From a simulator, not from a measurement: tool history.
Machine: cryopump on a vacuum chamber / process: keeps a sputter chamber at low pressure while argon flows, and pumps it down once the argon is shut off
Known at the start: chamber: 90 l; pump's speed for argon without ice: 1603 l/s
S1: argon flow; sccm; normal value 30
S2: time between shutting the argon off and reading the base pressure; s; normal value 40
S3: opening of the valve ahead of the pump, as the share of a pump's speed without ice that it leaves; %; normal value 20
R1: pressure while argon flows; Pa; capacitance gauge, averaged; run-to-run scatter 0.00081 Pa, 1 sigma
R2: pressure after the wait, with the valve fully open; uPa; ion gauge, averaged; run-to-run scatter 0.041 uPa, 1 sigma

| run | hour | S1 | S2 | S3 | R1 | R2 |
|---|---|---|---|---|---|---|
| 1 | 0 | 30 | 40 | 20 | 0.1588 | 3.61 |
| 2 | 59.3 | 30 | 40 | 20 | 0.159 | 3.68 |
| 3 | 109.2 | 30 | 40 | 20 | 0.1585 | 3.69 |
| 4 | 164.7 | 30 | 40 | 20 | 0.1627 | 3.87 |
| 5 | 221.9 | 30 | 40 | 20 | 0.1636 | 3.86 |
| 6 | 251.7 | 30 | 40 | 20 | 0.1642 | 3.88 |
| 7 | 315.1 | 30 | 40 | 20 | 0.164 | 4.05 |
| 8 | 348.6 | 30 | 40 | 20 | 0.166 | 3.94 |
| 9 | 378.5 | 30 | 40 | 20 | 0.1657 | 4.13 |
|  | 435.1 | leaking fittings of the chamber tightened, without venting |
| 10 | 441.1 | 17 | 41 | 40 | 0.0507 | 2.48 |

Run 11 has not been measured yet. What should we expect?
| 11 | 484.2 | 17 | 41 | 40 | ? | ? |

Run 11 gave R1 0.0517 Pa, R2 2.5 uPa.
With no hidden state in the tool, this same run would have given R1 0.0452 Pa, R2 2.37 uPa.
